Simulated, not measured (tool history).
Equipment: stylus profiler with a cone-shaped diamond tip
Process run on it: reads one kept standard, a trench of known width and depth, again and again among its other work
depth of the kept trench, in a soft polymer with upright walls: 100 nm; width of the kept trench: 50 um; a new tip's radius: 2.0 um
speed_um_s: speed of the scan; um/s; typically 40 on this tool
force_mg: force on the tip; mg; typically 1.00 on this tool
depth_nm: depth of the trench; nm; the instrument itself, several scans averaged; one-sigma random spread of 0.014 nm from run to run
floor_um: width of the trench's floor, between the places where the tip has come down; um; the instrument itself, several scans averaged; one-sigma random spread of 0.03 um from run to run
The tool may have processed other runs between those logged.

{"run": 1, "hour": 0.0, "speed_um_s": 40, "force_mg": 1.0, "depth_nm": 100.41, "floor_um": 48.49}
{"run": 2, "hour": 122.4, "speed_um_s": 40, "force_mg": 1.0, "depth_nm": 100.39, "floor_um": 48.57}
{"run": 3, "hour": 253.5, "speed_um_s": 40, "force_mg": 2.96, "depth_nm": 100.81, "floor_um": 48.64}
{"run": 4, "hour": 382.6, "speed_um_s": 40, "force_mg": 1.08, "depth_nm": 100.41, "floor_um": 48.58}
{"run": 5, "hour": 522.9, "speed_um_s": 40, "force_mg": 1.08, "depth_nm": 100.41, "floor_um": 48.51}
{"run": 6, "hour": 660.5, "speed_um_s": 40, "force_mg": 1.0, "depth_nm": 100.38, "floor_um": 48.51}
{"run": 7, "hour": 786.1, "speed_um_s": 40, "force_mg": 1.0, "depth_nm": 100.38, "floor_um": 48.52}
{"run": 8, "hour": 881.0, "speed_um_s": 40, "force_mg": 1.0, "depth_nm": 100.36, "floor_um": 48.5}
{"run": 9, "hour": 1029.9, "speed_um_s": 40, "force_mg": 1.0, "depth_nm": 100.37, "floor_um": 48.62}
{"run": 10, "hour": 1118.2, "speed_um_s": 40, "force_mg": 1.0, "depth_nm": 100.38, "floor_um": 48.58}
{"run": 11, "hour": 1236.3, "speed_um_s": 40, "force_mg": 1.11, "depth_nm": 100.42, "floor_um": 48.53}
{"hour": 1306.4, "done": "height scale calibrated on a step standard"}
{"run": 12, "hour": 1358.5, "speed_um_s": 40, "force_mg": 1.11, "depth_nm": 100.42, "floor_um": 48.54}
{"run": 13, "hour": 1435.2, "speed_um_s": 40, "force_mg": 1.11, "depth_nm": 100.42, "floor_um": 48.55}
{"run": 14, "hour": 1515.3, "speed_um_s": 40, "force_mg": 1.11, "depth_nm": 100.39, "floor_um": 48.54}
{"run": 15, "hour": 1658.3, "speed_um_s": 40, "force_mg": 1.11, "depth_nm": 100.42, "floor_um": 48.58}
{"run": 16, "hour": 1733.0, "speed_um_s": 40, "force_mg": 1.11, "depth_nm": 100.45, "floor_um": 48.5}
{"run": 17, "hour": 1840.8, "speed_um_s": 40, "force_mg": 1.03, "depth_nm": 100.4, "floor_um": 48.54}
{"run": 18, "hour": 1969.1, "speed_um_s": 40, "force_mg": 1.17, "depth_nm": 100.43, "floor_um": 48.56}
{"run": 19, "hour": 2072.2, "speed_um_s": 40, "force_mg": 1.17, "depth_nm": 100.44, "floor_um": 48.54}
{"run": 20, "hour": 2181.1, "speed_um_s": 40, "force_mg": 1.17, "depth_nm": 100.46, "floor_um": 48.5}
{"run": 21, "hour": 2296.8, "speed_um_s": 40, "force_mg": 1.0, "depth_nm": 100.4, "floor_um": 48.51}
{"run": 22, "hour": 2391.0, "speed_um_s": 40, "force_mg": 0.96, "depth_nm": 100.38, "floor_um": 48.56}
{"run": 23, "hour": 2472.8, "speed_um_s": 40, "force_mg": 0.96, "depth_nm": 100.38, "floor_um": 48.54}
{"run": 24, "hour": 2614.6, "speed_um_s": 40, "force_mg": 0.96, "depth_nm": 100.37, "floor_um": 48.53}
{"run": 25, "hour": 2727.4, "speed_um_s": 14, "force_mg": 0.42, "depth_nm": 100.21, "floor_um": 48.63}
{"run": 26, "hour": 2863.0, "speed_um_s": 19, "force_mg": 1.0, "depth_nm": 100.38, "floor_um": 48.65}
{"run": 27, "hour": 2965.0, "speed_um_s": 19, "force_mg": 1.0, "depth_nm": 100.4, "floor_um": 48.62}
{"run": 28, "hour": 3064.8, "speed_um_s": 16, "force_mg": 1.0, "depth_nm": 100.41, "floor_um": 48.71}
{"hour": 3086.2, "done": "height scale calibrated on a step standard"}
{"run": 29, "hour": 3201.3, "speed_um_s": 24, "force_mg": 0.38, "depth_nm": 100.2, "floor_um": 48.55}
{"run": 30, "hour": 3281.6, "speed_um_s": 17, "force_mg": 0.47, "depth_nm": 100.24, "floor_um": 48.66}
{"run": 31, "hour": 3371.1, "speed_um_s": 21, "force_mg": 1.0, "depth_nm": 100.39, "floor_um": 48.67}
{"run": 32, "hour": 3482.9, "speed_um_s": 11, "force_mg": 2.84, "depth_nm": 100.8, "floor_um": 48.67}
{"run": 33, "hour": 3579.5, "speed_um_s": 69, "force_mg": 2.84, "depth_nm": 100.77, "floor_um": 48.51}
{"run": 34, "hour": 3683.9, "speed_um_s": 141, "force_mg": 2.4, "depth_nm": 100.71, "floor_um": 48.23}
{"run": 35, "hour": 3830.7, "speed_um_s": 141, "force_mg": 2.4, "depth_nm": 100.7, "floor_um": 48.24}
{"run": 36, "hour": 3907.9, "speed_um_s": 141, "force_mg": 1.34, "depth_nm": 100.47, "floor_um": 48.17}
{"run": 37, "hour": 4034.3, "speed_um_s": 39, "force_mg": 0.55, "depth_nm": 100.24, "floor_um": 48.45}
{"run": 38, "hour": 4098.4, "speed_um_s": 39, "force_mg": 0.55, "depth_nm": 100.27, "floor_um": 48.46}
{"run": 39, "hour": 4166.4, "speed_um_s": 39, "force_mg": 0.55, "depth_nm": 100.25, "floor_um": 48.42}
{"run": 40, "hour": 4245.3, "speed_um_s": 39, "force_mg": 0.55, "depth_nm": 100.26, "floor_um": 48.45}
{"run": 41, "hour": 4315.6, "speed_um_s": 39, "force_mg": 0.55, "depth_nm": 100.25, "floor_um": 48.44}
{"run": 42, "hour": 4431.0, "speed_um_s": 101, "force_mg": 0.49, "depth_nm": 100.24, "floor_um": 48.01}
{"run": 43, "hour": 4547.0, "speed_um_s": 136, "force_mg": 2.15, "depth_nm": 100.64, "floor_um": 48.33}
{"hour": 4592.4, "done": "new tip fitted, height scale calibrated"}
{"run": 44, "hour": 4643.3, "speed_um_s": 136, "force_mg": 2.15, "depth_nm": 100.64, "floor_um": 48.31}
{"run": 45, "hour": 4732.5, "speed_um_s": 136, "force_mg": 2.15, "depth_nm": 100.67, "floor_um": 48.27}
{"run": 46, "hour": 4799.5, "speed_um_s": 99, "force_mg": 0.51, "depth_nm": 100.26, "floor_um": 48.04}
{"run": 47, "hour": 4869.2, "speed_um_s": 150, "force_mg": 0.37, "depth_nm": 100.22, "floor_um": 47.53}

Hidden state or all else? Some run-to-run changes of floor_um, split into what the settings, what came in and random variation would give without the hidden state, and what is left for the hidden state (with any gauge scatter that isn't in both results):
Hidden conditions of the tool in this case: radius of the tip, um; height scale over the true one, %; drift of the gauge itself on depth_nm, %; drift of the gauge itself on floor_um, %.
Run 3 -> 4: force_mg 2.96 -> 1.08. floor_um -0.06 um: hidden state -0.01, all else -0.05.
Run 4 -> 5: no setting touched and nothing written in the log between the runs. floor_um -0.07 um: hidden state +0.01, all else -0.08.
Run 41 -> 42: speed_um_s 39 -> 101, force_mg 0.55 -> 0.49. floor_um -0.43 um: hidden state -0.01, all else -0.42.
Run 42 -> 43: speed_um_s 101 -> 136, force_mg 0.49 -> 2.15. floor_um +0.32 um: hidden state +0.00, all else +0.32.
Run 43 -> 44: new tip fitted, height scale calibrated. floor_um -0.02 um: hidden state +0.03, all else -0.05.
Run 46 -> 47: speed_um_s 99 -> 150, force_mg 0.51 -> 0.37. floor_um -0.51 um: hidden state +0.00, all else -0.51.
